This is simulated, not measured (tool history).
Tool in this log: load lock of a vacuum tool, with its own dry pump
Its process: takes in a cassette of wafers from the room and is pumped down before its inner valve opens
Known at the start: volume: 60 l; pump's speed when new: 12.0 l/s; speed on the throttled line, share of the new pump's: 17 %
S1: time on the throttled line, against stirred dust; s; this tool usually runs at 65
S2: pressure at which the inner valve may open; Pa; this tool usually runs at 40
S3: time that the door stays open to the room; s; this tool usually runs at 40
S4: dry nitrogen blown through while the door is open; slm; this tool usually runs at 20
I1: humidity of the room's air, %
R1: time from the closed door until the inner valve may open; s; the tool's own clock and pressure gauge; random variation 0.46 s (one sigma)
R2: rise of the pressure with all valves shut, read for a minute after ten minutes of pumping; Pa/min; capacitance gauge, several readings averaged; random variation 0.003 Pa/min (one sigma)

Run 1, hour 0.0: usual settings; I1 45.8. Result: R1 99.4 s, R2 0.028 Pa/min.
Run 2, hour 149.5: usual settings but S3 220 s; I1 43.1. Result: R1 99.3 s, R2 0.058 Pa/min.
Run 3, hour 329.6: usual settings but S3 220 s; I1 44.7. Result: R1 99.2 s, R2 0.066 Pa/min.
Run 4, hour 553.0: usual settings but S2 53 Pa; I1 44.2. Result: R1 98.4 s, R2 0.039 Pa/min.
Run 5, hour 831.9: usual settings but S2 53 Pa; I1 44.9. Result: R1 98.3 s, R2 0.044 Pa/min.
Run 6, hour 1169.3: usual settings; I1 46.2. Result: R1 100.7 s, R2 0.055 Pa/min.
Run 7, hour 1404.1: usual settings but S2 41 Pa; I1 45.7. Result: R1 100.6 s, R2 0.052 Pa/min.
Run 8, hour 1566.2: usual settings but S2 41 Pa; I1 43.8. Result: R1 100.1 s, R2 0.064 Pa/min.
Run 9, hour 1868.1: usual settings but S2 41 Pa; I1 50.3. Result: R1 100.7 s, R2 0.071 Pa/min.
Run 10, hour 2140.4: usual settings but S2 41 Pa, S3 45 s; I1 43.3. Result: R1 101.1 s, R2 0.077 Pa/min.
Run 11, hour 2452.0: usual settings but S2 41 Pa, S3 45 s; I1 43.4. Result: R1 100.4 s, R2 0.083 Pa/min.
Run 12, hour 2722.5: usual settings but S2 41 Pa, S3 45 s; I1 43.6. Result: R1 101.1 s, R2 0.098 Pa/min.
Run 13, hour 2993.1: usual settings but S2 41 Pa, S3 45 s; I1 46.3. Result: R1 101.3 s, R2 0.097 Pa/min.
Run 14, hour 3276.2: usual settings; I1 45.0. Result: R1 101.4 s, R2 0.108 Pa/min.
Run 15, hour 3438.9: usual settings; I1 45.5. Result: R1 102.0 s, R2 0.116 Pa/min.
Run 16, hour 3612.9: usual settings but S3 69 s; I1 43.9. Result: R1 101.8 s, R2 0.124 Pa/min.
Run 17, hour 3899.1: usual settings but S1 109 s; I1 44.0. Result: R1 135.4 s, R2 0.132 Pa/min.
Run 18, hour 4056.3: usual settings; I1 44.8. Result: R1 102.4 s, R2 0.139 Pa/min.
Run 19, hour 4312.0: usual settings; I1 45.8. Result: R1 102.3 s, R2 0.145 Pa/min.
Run 20, hour 4558.3: usual settings but S1 41 s, S2 52 Pa; I1 42.9. Result: R1 81.6 s, R2 0.150 Pa/min.
Run 21, hour 4887.3: usual settings but S1 39 s, S2 52 Pa, S3 69 s; I1 47.2. Result: R1 80.0 s, R2 0.174 Pa/min.
Run 22, hour 5116.1: usual settings but S1 39 s, S2 52 Pa, S3 69 s; I1 42.3. Result: R1 80.9 s, R2 0.179 Pa/min.
Run 23, hour 5417.2: usual settings but S1 63 s, S2 32 Pa, S3 67 s, S4 28 slm; I1 46.7. Result: R1 103.0 s, R2 0.192 Pa/min.
Run 24, hour 5606.0: usual settings but S1 63 s, S2 32 Pa, S3 67 s, S4 28 slm; I1 42.3. Result: R1 103.4 s, R2 0.199 Pa/min.
Run 25, hour 5749.7: usual settings but S1 54 s, S2 56 Pa, S3 57 s, S4 30 slm; I1 44.6. Result: R1 92.9 s, R2 0.205 Pa/min.
Run 26, hour 5989.8: usual settings but S1 54 s, S2 56 Pa, S3 57 s, S4 30 slm; I1 40.1. Result: R1 92.6 s, R2 0.208 Pa/min.
Run 27, hour 6209.4: usual settings but S4 29 slm; I1 41.9. Result: R1 103.3 s, R2 0.218 Pa/min.
Run 28, hour 6509.0: usual settings but S1 59 s, S4 5 slm; I1 45.2. Result: R1 99.3 s, R2 0.246 Pa/min.
Run 29, hour 6744.3: usual settings but S1 49 s, S2 32 Pa, S3 48 s, S4 5 slm; I1 40.5. Result: R1 92.8 s, R2 0.253 Pa/min.
At hour 6864.7: door's seal changed, seat wiped.
At hour 6976.5: dry pump taken out, an overhauled one fitted.
Run 30, hour 6976.5: usual settings but S1 40 s, S2 56 Pa, S3 139 s, S4 5 slm; I1 43.0. Result: R1 70.2 s, R2 0.044 Pa/min.
Run 31, hour 7305.6: usual settings but S1 96 s, S2 35 Pa, S3 39 s, S4 41 slm; I1 46.2. Result: R1 118.8 s, R2 0.016 Pa/min.
Run 32, hour 7490.4: usual settings but S1 43 s, S2 69 Pa, S3 189 s, S4 41 slm; I1 44.1. Result: R1 72.3 s, R2 0.033 Pa/min.
Run 33, hour 7785.2: usual settings but S1 44 s, S2 78 Pa, S3 76 s, S4 5 slm; I1 44.7. Result: R1 72.2 s, R2 0.043 Pa/min.
Run 34, hour 8051.4: usual settings but S1 98 s, S2 47 Pa, S4 31 slm; I1 44.0. Result: R1 119.9 s, R2 0.026 Pa/min.
Run 35, hour 8306.2: usual settings but S1 98 s, S2 47 Pa, S4 31 slm; I1 44.7. Result: R1 119.4 s, R2 0.031 Pa/min.
Run 36, hour 8525.3: usual settings but S2 28 Pa, S3 87 s, S4 8 slm; I1 43.3. Result: R1 95.4 s, R2 0.051 Pa/min.

Consider 3 possible next runs. They are alternatives, not a sequence: every one starts from the tool as it was left by run 36. What does each give?
Run A, hour 8827.4: usual settings but S2 75 Pa, S3 95 s; I1 45.1. Result: R1 ?, R2 ?.
Run B, hour 8827.4: usual settings but S1 76 s, S2 28 Pa, S3 43 s, S4 9 slm; I1 45.2. Result: R1 ?, R2 ?.
Run C, hour 8827.4: usual settings but S2 60 Pa, S3 29 s, S4 5 slm; I1 44.5. Result: R1 ?, R2 ?.

run     R1     R2
  A   90.6  0.055
  B  103.8  0.047
  C   92.0  0.041
Without the tool's unlogged condition, the same runs would have read:
run     R1     R2
  A   90.5  0.027
  B  103.6  0.019
  C   91.9  0.014
